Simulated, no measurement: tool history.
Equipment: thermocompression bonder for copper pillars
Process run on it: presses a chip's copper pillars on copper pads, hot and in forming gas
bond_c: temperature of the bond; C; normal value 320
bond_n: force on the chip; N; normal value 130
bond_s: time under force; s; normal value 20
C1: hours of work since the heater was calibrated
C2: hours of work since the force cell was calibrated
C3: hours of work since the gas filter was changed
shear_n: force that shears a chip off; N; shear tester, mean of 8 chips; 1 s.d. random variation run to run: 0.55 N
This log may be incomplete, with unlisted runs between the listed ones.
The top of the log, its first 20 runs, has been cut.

Run 21, hour 167.5: usual settings but bond_c 316 C, bond_n 120 N, bond_s 11 s; C1 656; C2 256; C3 39. Result: shear_n 49.0 N.
Run 22, hour 178.3: usual settings but bond_c 345 C, bond_n 113 N, bond_s 34 s; C1 661; C2 261; C3 44. Result: shear_n 82.0 N.
Run 23, hour 187.1: usual settings but bond_c 345 C, bond_s 28 s; C1 665; C2 266; C3 48. Result: shear_n 83.2 N.
Run 24, hour 192.4: usual settings but bond_c 307 C, bond_s 28 s; C1 668; C2 268; C3 51. Result: shear_n 63.7 N.
Run 25, hour 203.2: usual settings but bond_c 340 C, bond_n 125 N, bond_s 54 s; C1 673; C2 274; C3 56. Result: shear_n 89.0 N.
Run 26, hour 215.0: usual settings but bond_c 340 C, bond_n 90 N, bond_s 54 s; C1 679; C2 279; C3 62. Result: shear_n 77.4 N.
Run 27, hour 222.2: usual settings but bond_c 301 C, bond_n 106 N, bond_s 14 s; C1 682; C2 283; C3 65. Result: shear_n 39.4 N.
Run 28, hour 231.3: usual settings but bond_n 80 N; C1 687; C2 287; C3 70. Result: shear_n 42.9 N.
Run 29, hour 237.2: usual settings but bond_n 80 N; C1 690; C2 290; C3 73. Result: shear_n 43.1 N.
Run 30, hour 245.6: usual settings; C1 694; C2 294; C3 77. Result: shear_n 65.5 N.
Run 31, hour 252.7: usual settings but bond_c 310 C, bond_n 120 N, bond_s 14 s; C1 697; C2 298; C3 80. Result: shear_n 49.6 N.
Run 32, hour 261.4: usual settings but bond_c 314 C, bond_n 120 N, bond_s 18 s; C1 701; C2 302; C3 85. Result: shear_n 56.3 N.
Run 33, hour 267.2: usual settings but bond_c 319 C, bond_n 89 N, bond_s 36 s; C1 704; C2 305; C3 87. Result: shear_n 57.0 N.
Run 34, hour 273.6: usual settings but bond_n 186 N, bond_s 27 s; C1 707; C2 308; C3 91. Result: shear_n 83.6 N.
Run 35, hour 285.6: usual settings but bond_n 188 N; C1 713; C2 314; C3 96. Result: shear_n 80.7 N.
Run 36, hour 293.6: usual settings but bond_n 188 N; C1 717; C2 318; C3 100. Result: shear_n 81.0 N.
Run 37, hour 305.2: usual settings but bond_c 339 C, bond_n 96 N, bond_s 16 s; C1 723; C2 323; C3 106. Result: shear_n 57.8 N.
Run 38, hour 313.9: usual settings but bond_c 331 C, bond_n 79 N; C1 727; C2 328; C3 110. Result: shear_n 48.8 N.
Run 39, hour 325.7: usual settings but bond_c 345 C, bond_n 111 N, bond_s 46 s; C1 733; C2 333; C3 116. Result: shear_n 83.6 N.

3 options for the next run, each taken on its own from the tool as it stands now. Forecast them:
Run A, hour 332.1: usual settings but bond_c 293 C, bond_n 102 N, bond_s 46 s; C1 736; C2 337; C3 119. Result: shear_n ?.
Run B, hour 332.1: usual settings but bond_c 345 C, bond_n 117 N, bond_s 15 s; C1 736; C2 337; C3 119. Result: shear_n ?.
Run C, hour 332.1: usual settings but bond_c 319 C, bond_n 111 N, bond_s 46 s; C1 736; C2 337; C3 119. Result: shear_n ?.

run  shear_n
  A     51.5
  B     70.1
  C     71.8
Take away the tool's hidden state, keep each run's random variation, and the runs would have read:
run  shear_n
  A     46.8
  B     66.7
  C     68.0

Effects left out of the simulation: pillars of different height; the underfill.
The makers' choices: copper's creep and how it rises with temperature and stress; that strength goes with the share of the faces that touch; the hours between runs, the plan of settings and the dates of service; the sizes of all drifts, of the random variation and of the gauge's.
